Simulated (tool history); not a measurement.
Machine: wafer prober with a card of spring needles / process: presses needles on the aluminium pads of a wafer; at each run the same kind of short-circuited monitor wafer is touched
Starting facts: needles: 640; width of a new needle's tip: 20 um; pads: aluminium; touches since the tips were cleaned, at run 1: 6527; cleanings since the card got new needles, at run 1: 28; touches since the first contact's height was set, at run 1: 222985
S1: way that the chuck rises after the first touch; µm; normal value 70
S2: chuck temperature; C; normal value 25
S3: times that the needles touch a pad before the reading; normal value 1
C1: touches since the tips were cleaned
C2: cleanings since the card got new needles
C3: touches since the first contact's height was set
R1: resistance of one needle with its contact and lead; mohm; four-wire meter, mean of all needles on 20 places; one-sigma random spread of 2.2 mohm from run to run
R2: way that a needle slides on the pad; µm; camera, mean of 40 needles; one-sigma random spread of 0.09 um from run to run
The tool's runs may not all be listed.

run 1 day=0.000 | S1=70 S2=25 S3=1 | C1=6527 C2=28 C3=222985 | R1=375 R2=10.59
-- day=0.125 tips cleaned on abrasive film
run 2 day=0.858 | S1=70 S2=25 S3=1 | C1=6050 C2=29 C3=230012 | R1=413 R2=10.36
-- day=1.046 tips cleaned on abrasive film
run 3 day=1.304 | S1=70 S2=25 S3=1 | C1=2134 C2=30 C3=233656 | R1=312 R2=10.40
run 4 day=1.896 | S1=70 S2=31 S3=1 | C1=6978 C2=30 C3=238500 | R1=380 R2=10.52
-- day=1.975 tips cleaned on abrasive film
-- day=2.496 tips cleaned on abrasive film, once more
run 5 day=2.608 | S1=70 S2=31 S3=1 | C1=911 C2=32 C3=244290 | R1=278 R2=10.42
-- day=2.992 height of the first contact set anew
-- day=3.400 tips cleaned on abrasive film
run 6 day=3.554 | S1=70 S2=25 S3=1 | C1=1258 C2=33 C3=4579 | R1=287 R2=11.04
run 7 day=4.238 | S1=70 S2=67 S3=1 | C1=6886 C2=33 C3=10207 | R1=370 R2=11.01
-- day=4.296 tips cleaned on abrasive film
run 8 day=5.150 | S1=61 S2=25 S3=1 | C1=7017 C2=34 C3=17655 | R1=406 R2=9.57
-- day=5.208 tips cleaned on abrasive film
run 9 day=5.958 | S1=61 S2=64 S3=1 | C1=6168 C2=35 C3=24279 | R1=402 R2=9.56
-- day=6.133 tips cleaned on abrasive film
run 10 day=6.396 | S1=61 S2=64 S3=1 | C1=2149 C2=36 C3=27824 | R1=340 R2=9.57
-- day=7.050 tips cleaned on abrasive film
run 11 day=7.142 | S1=70 S2=25 S3=1 | C1=759 C2=37 C3=33939 | R1=285 R2=10.90
-- day=7.958 tips cleaned on abrasive film
run 12 day=8.088 | S1=70 S2=52 S3=1 | C1=1050 C2=38 C3=41676 | R1=290 R2=10.79
run 13 day=8.692 | S1=70 S2=52 S3=1 | C1=6018 C2=38 C3=46644 | R1=366 R2=10.96
-- day=8.879 tips cleaned on abrasive film
run 14 day=9.188 | S1=70 S2=66 S3=1 | C1=2520 C2=39 C3=50682 | R1=335 R2=10.86
-- day=9.804 tips cleaned on abrasive film
run 15 day=10.071 | S1=70 S2=73 S3=1 | C1=2197 C2=40 C3=57926 | R1=326 R2=11.09
-- day=10.708 tips cleaned on abrasive film
run 16 day=10.938 | S1=70 S2=25 S3=1 | C1=1901 C2=41 C3=65029 | R1=313 R2=10.89
run 17 day=11.571 | S1=70 S2=25 S3=1 | C1=7101 C2=41 C3=70229 | R1=379 R2=10.89
-- day=11.625 tips cleaned on abrasive film
run 18 day=12.429 | S1=70 S2=25 S3=1 | C1=6598 C2=42 C3=77244 | R1=372 R2=10.86
-- day=12.546 tips cleaned on abrasive film
run 19 day=13.367 | S1=70 S2=25 S3=1 | C1=6757 C2=43 C3=84909 | R1=370 R2=10.99
-- day=13.488 tips cleaned on abrasive film
run 20 day=13.996 | S1=59 S2=25 S3=1 | C1=4172 C2=44 C3=90054 | R1=390 R2=9.08
-- day=14.392 tips cleaned on abrasive film
run 21 day=14.938 | S1=70 S2=75 S3=3 | C1=4486 C2=45 C3=97772 | R1=293 R2=10.79
-- day=15.329 tips cleaned on abrasive film
run 22 day=15.667 | S1=70 S2=75 S3=3 | C1=2766 C2=46 C3=103730 | R1=289 R2=10.81
-- day=16.267 tips cleaned on abrasive film
run 23 day=16.350 | S1=70 S2=25 S3=2 | C1=662 C2=47 C3=109304 | R1=266 R2=10.80
run 24 day=17.012 | S1=70 S2=25 S3=2 | C1=6113 C2=47 C3=114755 | R1=320 R2=10.68
-- day=17.162 tips cleaned on abrasive film
run 25 day=17.446 | S1=70 S2=25 S3=2 | C1=2321 C2=48 C3=118277 | R1=290 R2=10.75
-- day=18.079 tips cleaned on abrasive film
run 26 day=18.367 | S1=70 S2=108 S3=2 | C1=2377 C2=49 C3=125833 | R1=311 R2=10.93
-- day=19.012 tips cleaned on abrasive film
run 27 day=19.304 | S1=70 S2=108 S3=2 | C1=2407 C2=50 C3=133495 | R1=313 R2=10.63
-- day=19.942 tips cleaned on abrasive film
run 28 day=20.083 | S1=70 S2=108 S3=2 | C1=1147 C2=51 C3=139867 | R1=293 R2=10.70
-- day=20.850 tips cleaned on abrasive film
run 29 day=20.988 | S1=70 S2=108 S3=2 | C1=1137 C2=52 C3=147263 | R1=292 R2=10.71
-- day=21.758 tips cleaned on abrasive film
run 30 day=21.788 | S1=70 S2=108 S3=2 | C1=249 C2=53 C3=153815 | R1=278 R2=10.63
run 31 day=22.533 | S1=70 S2=33 S3=1 | C1=6374 C2=53 C3=159940 | R1=384 R2=10.63
-- day=22.688 tips cleaned on abrasive film
run 32 day=23.092 | S1=70 S2=33 S3=1 | C1=3314 C2=54 C3=164501 | R1=352 R2=10.56

Here are 5 independent what-if runs from the current tool condition. What would each one return?
run A day=23.538 | S1=53 S2=28 S3=3 | C1=6973 C2=54 C3=168160 | R1=? R2=?
run B day=23.538 | S1=70 S2=33 S3=2 | C1=6973 C2=54 C3=168160 | R1=? R2=?
run C day=23.538 | S1=89 S2=77 S3=1 | C1=6973 C2=54 C3=168160 | R1=? R2=?
run D day=23.538 | S1=54 S2=110 S3=1 | C1=6973 C2=54 C3=168160 | R1=? R2=?
run E day=23.538 | S1=86 S2=91 S3=2 | C1=6973 C2=54 C3=168160 | R1=? R2=?

run=A R1=348 R2=7.89
run=B R1=332 R2=10.60
run=C R1=337 R2=13.62
run=D R1=486 R2=8.06
run=E R1=315 R2=13.23
The same runs, with their run-to-run variation unchanged, on a tool lacking any hidden condition would have given:
run=A R1=253 R2=8.30
run=B R1=243 R2=11.01
run=C R1=251 R2=14.03
run=D R1=270 R2=8.47
run=E R1=260 R2=13.63

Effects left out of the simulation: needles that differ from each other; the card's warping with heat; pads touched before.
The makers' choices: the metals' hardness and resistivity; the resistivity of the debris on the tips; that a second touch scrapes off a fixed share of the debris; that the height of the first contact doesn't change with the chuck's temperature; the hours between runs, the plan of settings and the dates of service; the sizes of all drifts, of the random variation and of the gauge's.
